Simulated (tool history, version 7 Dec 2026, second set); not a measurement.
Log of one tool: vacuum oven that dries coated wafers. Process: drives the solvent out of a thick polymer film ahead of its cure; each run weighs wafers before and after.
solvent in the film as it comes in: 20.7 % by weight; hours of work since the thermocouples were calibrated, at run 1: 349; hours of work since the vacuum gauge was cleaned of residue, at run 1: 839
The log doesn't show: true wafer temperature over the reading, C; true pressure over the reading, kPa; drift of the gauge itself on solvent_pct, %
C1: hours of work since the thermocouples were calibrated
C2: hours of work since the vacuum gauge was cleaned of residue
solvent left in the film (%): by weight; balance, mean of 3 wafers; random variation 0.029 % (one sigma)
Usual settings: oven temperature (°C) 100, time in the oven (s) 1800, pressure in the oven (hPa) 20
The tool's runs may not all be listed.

run 1 day=0 | oven_temperature_(°C)=100 time_in_the_oven_(s)=1800 pressure_in_the_oven_(hPa)=20 | C1=349 C2=839 | solvent_left_in_the_film_(%)=1.89
run 2 day=2.825 | oven_temperature_(°C)=100 time_in_the_oven_(s)=1800 pressure_in_the_oven_(hPa)=20 | C1=383 C2=873 | solvent_left_in_the_film_(%)=1.84
run 3 day=5.862 | oven_temperature_(°C)=100 time_in_the_oven_(s)=1800 pressure_in_the_oven_(hPa)=20 | C1=418 C2=909 | solvent_left_in_the_film_(%)=1.84
run 4 day=10.596 | oven_temperature_(°C)=96 time_in_the_oven_(s)=1800 pressure_in_the_oven_(hPa)=20 | C1=474 C2=964 | solvent_left_in_the_film_(%)=2.9
run 5 day=14.804 | oven_temperature_(°C)=100 time_in_the_oven_(s)=1800 pressure_in_the_oven_(hPa)=20 | C1=524 C2=1014 | solvent_left_in_the_film_(%)=1.86
run 6 day=19.379 | oven_temperature_(°C)=100 time_in_the_oven_(s)=1800 pressure_in_the_oven_(hPa)=20 | C1=578 C2=1068 | solvent_left_in_the_film_(%)=1.88
run 7 day=21.475 | oven_temperature_(°C)=100 time_in_the_oven_(s)=1800 pressure_in_the_oven_(hPa)=20 | C1=603 C2=1093 | solvent_left_in_the_film_(%)=1.85
run 8 day=23.917 | oven_temperature_(°C)=100 time_in_the_oven_(s)=1800 pressure_in_the_oven_(hPa)=74.7 | C1=632 C2=1122 | solvent_left_in_the_film_(%)=3.27
run 9 day=26.962 | oven_temperature_(°C)=100 time_in_the_oven_(s)=1020 pressure_in_the_oven_(hPa)=20 | C1=668 C2=1158 | solvent_left_in_the_film_(%)=4.33
-- day=28.292 oven's thermocouples calibrated
run 10 day=30.121 | oven_temperature_(°C)=100 time_in_the_oven_(s)=1020 pressure_in_the_oven_(hPa)=20 | C1=22 C2=1194 | solvent_left_in_the_film_(%)=4.7
run 11 day=34.029 | oven_temperature_(°C)=100 time_in_the_oven_(s)=1800 pressure_in_the_oven_(hPa)=20 | C1=68 C2=1240 | solvent_left_in_the_film_(%)=2.04
run 12 day=36.946 | oven_temperature_(°C)=100 time_in_the_oven_(s)=1800 pressure_in_the_oven_(hPa)=20 | C1=102 C2=1275 | solvent_left_in_the_film_(%)=2.07
run 13 day=41.083 | oven_temperature_(°C)=100 time_in_the_oven_(s)=1800 pressure_in_the_oven_(hPa)=20 | C1=151 C2=1323 | solvent_left_in_the_film_(%)=2.05
run 14 day=44.371 | oven_temperature_(°C)=100 time_in_the_oven_(s)=1800 pressure_in_the_oven_(hPa)=20 | C1=190 C2=1362 | solvent_left_in_the_film_(%)=2.05
run 15 day=48.246 | oven_temperature_(°C)=100 time_in_the_oven_(s)=1800 pressure_in_the_oven_(hPa)=30.7 | C1=236 C2=1408 | solvent_left_in_the_film_(%)=2.3
run 16 day=51.512 | oven_temperature_(°C)=100 time_in_the_oven_(s)=1800 pressure_in_the_oven_(hPa)=30.7 | C1=274 C2=1446 | solvent_left_in_the_film_(%)=2.29
run 17 day=55.746 | oven_temperature_(°C)=112 time_in_the_oven_(s)=1800 pressure_in_the_oven_(hPa)=20 | C1=324 C2=1496 | solvent_left_in_the_film_(%)=0.51
run 18 day=57.912 | oven_temperature_(°C)=100 time_in_the_oven_(s)=2700 pressure_in_the_oven_(hPa)=20 | C1=350 C2=1522 | solvent_left_in_the_film_(%)=1.05
run 19 day=62.746 | oven_temperature_(°C)=100 time_in_the_oven_(s)=2700 pressure_in_the_oven_(hPa)=20 | C1=407 C2=1579 | solvent_left_in_the_film_(%)=1.11
run 20 day=67.338 | oven_temperature_(°C)=100 time_in_the_oven_(s)=1440 pressure_in_the_oven_(hPa)=20 | C1=461 C2=1633 | solvent_left_in_the_film_(%)=2.86
run 21 day=69.729 | oven_temperature_(°C)=100 time_in_the_oven_(s)=1440 pressure_in_the_oven_(hPa)=20 | C1=489 C2=1662 | solvent_left_in_the_film_(%)=2.87
run 22 day=71.733 | oven_temperature_(°C)=100 time_in_the_oven_(s)=1020 pressure_in_the_oven_(hPa)=20 | C1=513 C2=1685 | solvent_left_in_the_film_(%)=4.53
run 23 day=76.542 | oven_temperature_(°C)=105 time_in_the_oven_(s)=1800 pressure_in_the_oven_(hPa)=23 | C1=570 C2=1742 | solvent_left_in_the_film_(%)=1.18
run 24 day=81.258 | oven_temperature_(°C)=105 time_in_the_oven_(s)=1800 pressure_in_the_oven_(hPa)=23 | C1=625 C2=1798 | solvent_left_in_the_film_(%)=1.15
run 25 day=83.383 | oven_temperature_(°C)=105 time_in_the_oven_(s)=1800 pressure_in_the_oven_(hPa)=73.3 | C1=650 C2=1823 | solvent_left_in_the_film_(%)=2.27
-- day=86.375 oven's thermocouples calibrated
run 26 day=88.054 | oven_temperature_(°C)=105 time_in_the_oven_(s)=1800 pressure_in_the_oven_(hPa)=73.3 | C1=20 C2=1877 | solvent_left_in_the_film_(%)=2.36
run 27 day=92.225 | oven_temperature_(°C)=105 time_in_the_oven_(s)=1800 pressure_in_the_oven_(hPa)=73.3 | C1=69 C2=1926 | solvent_left_in_the_film_(%)=2.31
run 28 day=96.446 | oven_temperature_(°C)=111 time_in_the_oven_(s)=1440 pressure_in_the_oven_(hPa)=14.6 | C1=119 C2=1976 | solvent_left_in_the_film_(%)=0.69
run 29 day=98.846 | oven_temperature_(°C)=100 time_in_the_oven_(s)=1560 pressure_in_the_oven_(hPa)=20 | C1=147 C2=2004 | solvent_left_in_the_film_(%)=2.55
run 30 day=102.658 | oven_temperature_(°C)=100 time_in_the_oven_(s)=1560 pressure_in_the_oven_(hPa)=12.8 | C1=192 C2=2049 | solvent_left_in_the_film_(%)=2.42
run 31 day=104.946 | oven_temperature_(°C)=106 time_in_the_oven_(s)=960 pressure_in_the_oven_(hPa)=21.9 | C1=219 C2=2076 | solvent_left_in_the_film_(%)=2.87
run 32 day=108.333 | oven_temperature_(°C)=106 time_in_the_oven_(s)=960 pressure_in_the_oven_(hPa)=21.9 | C1=259 C2=2116 | solvent_left_in_the_film_(%)=2.93
run 33 day=110.392 | oven_temperature_(°C)=106 time_in_the_oven_(s)=2340 pressure_in_the_oven_(hPa)=21.9 | C1=284 C2=2141 | solvent_left_in_the_film_(%)=0.79
run 34 day=113.008 | oven_temperature_(°C)=114 time_in_the_oven_(s)=1800 pressure_in_the_oven_(hPa)=57.3 | C1=314 C2=2172 | solvent_left_in_the_film_(%)=1.13
run 35 day=115.4 | oven_temperature_(°C)=109 time_in_the_oven_(s)=1020 pressure_in_the_oven_(hPa)=17.1 | C1=343 C2=2200 | solvent_left_in_the_film_(%)=1.79
run 36 day=117.442 | oven_temperature_(°C)=97 time_in_the_oven_(s)=1080 pressure_in_the_oven_(hPa)=20.3 | C1=367 C2=2224 | solvent_left_in_the_film_(%)=5.42
run 37 day=120.6 | oven_temperature_(°C)=97 time_in_the_oven_(s)=1500 pressure_in_the_oven_(hPa)=14.1 | C1=404 C2=2261 | solvent_left_in_the_film_(%)=3.5
run 38 day=123.583 | oven_temperature_(°C)=102 time_in_the_oven_(s)=1800 pressure_in_the_oven_(hPa)=53.9 | C1=439 C2=2296 | solvent_left_in_the_film_(%)=2.37
run 39 day=127.412 | oven_temperature_(°C)=87 time_in_the_oven_(s)=1800 pressure_in_the_oven_(hPa)=10.6 | C1=485 C2=2342 | solvent_left_in_the_film_(%)=6.25
run 40 day=131.25 | oven_temperature_(°C)=87 time_in_the_oven_(s)=1800 pressure_in_the_oven_(hPa)=10.6 | C1=530 C2=2387 | solvent_left_in_the_film_(%)=6.22
run 41 day=133.7 | oven_temperature_(°C)=87 time_in_the_oven_(s)=1800 pressure_in_the_oven_(hPa)=10.6 | C1=559 C2=2416 | solvent_left_in_the_film_(%)=6.22
run 42 day=135.808 | oven_temperature_(°C)=87 time_in_the_oven_(s)=1800 pressure_in_the_oven_(hPa)=10.6 | C1=584 C2=2441 | solvent_left_in_the_film_(%)=6.21

How the hidden state differs across the entries between the runs, from the last listed run before each to the first after it:
Between runs 9 and 10: oven's thermocouples calibrated (day 28.292)
  true wafer temperature over the reading, C: 0.69 -> -0.21; true pressure over the reading, kPa: 0.408 -> 0.421
  measured less the result without the state, solvent left in the film (%): -0.17 -> +0.18
Between runs 25 and 26: oven's thermocouples calibrated (day 86.375)
  true wafer temperature over the reading, C: 0.42 -> 0.1; true pressure over the reading, kPa: 0.647 -> 0.666
  measured less the result without the state, solvent left in the film (%): +0.07 -> +0.14
